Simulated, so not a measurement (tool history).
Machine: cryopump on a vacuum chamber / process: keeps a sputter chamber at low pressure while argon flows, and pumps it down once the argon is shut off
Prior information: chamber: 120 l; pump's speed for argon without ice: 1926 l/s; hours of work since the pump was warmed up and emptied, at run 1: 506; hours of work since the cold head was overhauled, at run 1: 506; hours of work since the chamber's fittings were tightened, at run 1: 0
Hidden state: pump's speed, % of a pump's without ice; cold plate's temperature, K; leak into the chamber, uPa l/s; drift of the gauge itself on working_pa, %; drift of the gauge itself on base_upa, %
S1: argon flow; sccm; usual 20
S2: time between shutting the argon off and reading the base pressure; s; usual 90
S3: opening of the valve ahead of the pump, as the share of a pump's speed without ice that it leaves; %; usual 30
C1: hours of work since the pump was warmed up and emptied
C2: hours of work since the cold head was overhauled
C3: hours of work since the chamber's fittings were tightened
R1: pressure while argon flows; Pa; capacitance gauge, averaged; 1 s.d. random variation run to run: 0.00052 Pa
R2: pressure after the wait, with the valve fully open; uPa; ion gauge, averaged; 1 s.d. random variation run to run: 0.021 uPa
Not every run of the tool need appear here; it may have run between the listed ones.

run 1 hour=0 | S1=20 S2=90 S3=30 | C1=506 C2=506 C3=0 | R1=0.0603 R2=0.57
run 2 hour=23.9 | S1=20 S2=90 S3=30 | C1=521 C2=521 C3=15 | R1=0.0603 R2=0.55
run 3 hour=50.3 | S1=39 S2=90 S3=30 | C1=538 C2=538 C3=32 | R1=0.1181 R2=0.55
run 4 hour=78.3 | S1=39 S2=90 S3=30 | C1=556 C2=556 C3=50 | R1=0.1184 R2=0.58
run 5 hour=120.4 | S1=39 S2=90 S3=17 | C1=583 C2=583 C3=77 | R1=0.2057 R2=0.61
run 6 hour=152.6 | S1=39 S2=90 S3=17 | C1=603 C2=603 C3=97 | R1=0.2056 R2=0.6
run 7 hour=171.4 | S1=39 S2=90 S3=17 | C1=615 C2=615 C3=109 | R1=0.2048 R2=0.63
run 8 hour=196.6 | S1=39 S2=90 S3=17 | C1=631 C2=631 C3=125 | R1=0.2061 R2=0.66
run 9 hour=228.1 | S1=20 S2=90 S3=30 | C1=651 C2=651 C3=145 | R1=0.0605 R2=0.65
run 10 hour=253.9 | S1=20 S2=90 S3=30 | C1=668 C2=668 C3=162 | R1=0.0618 R2=0.63
run 11 hour=273.5 | S1=20 S2=90 S3=30 | C1=680 C2=680 C3=174 | R1=0.0613 R2=0.69
run 12 hour=302.9 | S1=20 S2=90 S3=30 | C1=699 C2=699 C3=193 | R1=0.0614 R2=0.64
run 13 hour=323.6 | S1=20 S2=90 S3=46 | C1=712 C2=712 C3=206 | R1=0.0404 R2=0.66
run 14 hour=347.4 | S1=20 S2=90 S3=46 | C1=727 C2=727 C3=221 | R1=0.0412 R2=0.71
run 15 hour=366.9 | S1=20 S2=90 S3=30 | C1=740 C2=740 C3=234 | R1=0.0615 R2=0.71
run 16 hour=399 | S1=20 S2=90 S3=30 | C1=760 C2=760 C3=254 | R1=0.0622 R2=0.7
run 17 hour=430.2 | S1=18 S2=40 S3=17 | C1=780 C2=780 C3=274 | R1=0.0966 R2=1.17
run 18 hour=458 | S1=18 S2=40 S3=17 | C1=798 C2=798 C3=292 | R1=0.0971 R2=1.15
-- hour=477.2 pump warmed up, emptied and cooled again
run 19 hour=501 | S1=9 S2=61 S3=30 | C1=15 C2=822 C3=316 | R1=0.0276 R2=0.84
run 20 hour=527.1 | S1=9 S2=61 S3=30 | C1=32 C2=839 C3=333 | R1=0.0269 R2=0.86
run 21 hour=559.8 | S1=16 S2=174 S3=49 | C1=53 C2=860 C3=353 | R1=0.03 R2=0.5
run 22 hour=581.6 | S1=16 S2=174 S3=23 | C1=67 C2=873 C3=367 | R1=0.0621 R2=0.52
run 23 hour=610.1 | S1=36 S2=236 S3=44 | C1=85 C2=892 C3=386 | R1=0.0729 R2=0.48
run 24 hour=639.3 | S1=20 S2=90 S3=28 | C1=103 C2=910 C3=404 | R1=0.0635 R2=0.71
run 25 hour=667.9 | S1=20 S2=119 S3=28 | C1=121 C2=928 C3=422 | R1=0.063 R2=0.65
run 26 hour=690.1 | S1=35 S2=232 S3=28 | C1=136 C2=943 C3=437 | R1=0.1107 R2=0.47
run 27 hour=731.6 | S1=35 S2=232 S3=28 | C1=162 C2=969 C3=463 | R1=0.112 R2=0.51
run 28 hour=758.5 | S1=17 S2=48 S3=40 | C1=179 C2=986 C3=480 | R1=0.0377 R2=1.1
run 29 hour=794 | S1=17 S2=48 S3=40 | C1=202 C2=1009 C3=503 | R1=0.0379 R2=1.04

For each entry between runs, how does the tool's hidden state at the last listed run before it compare with that at the first listed run after it?
In the gap between runs 18 and 19: pump warmed up, emptied and cooled again (hour 477.2)
  pump's speed, % of a pump's without ice: 84.5 -> 99.2; cold plate's temperature, K: 12.58 -> 12.6; leak into the chamber, uPa l/s: 551 -> 568
  the result without the hidden state subtracted from the measured one, R1: +0.0032 -> +0.0002 Pa; R2: +0.18 -> +0.14 uPa
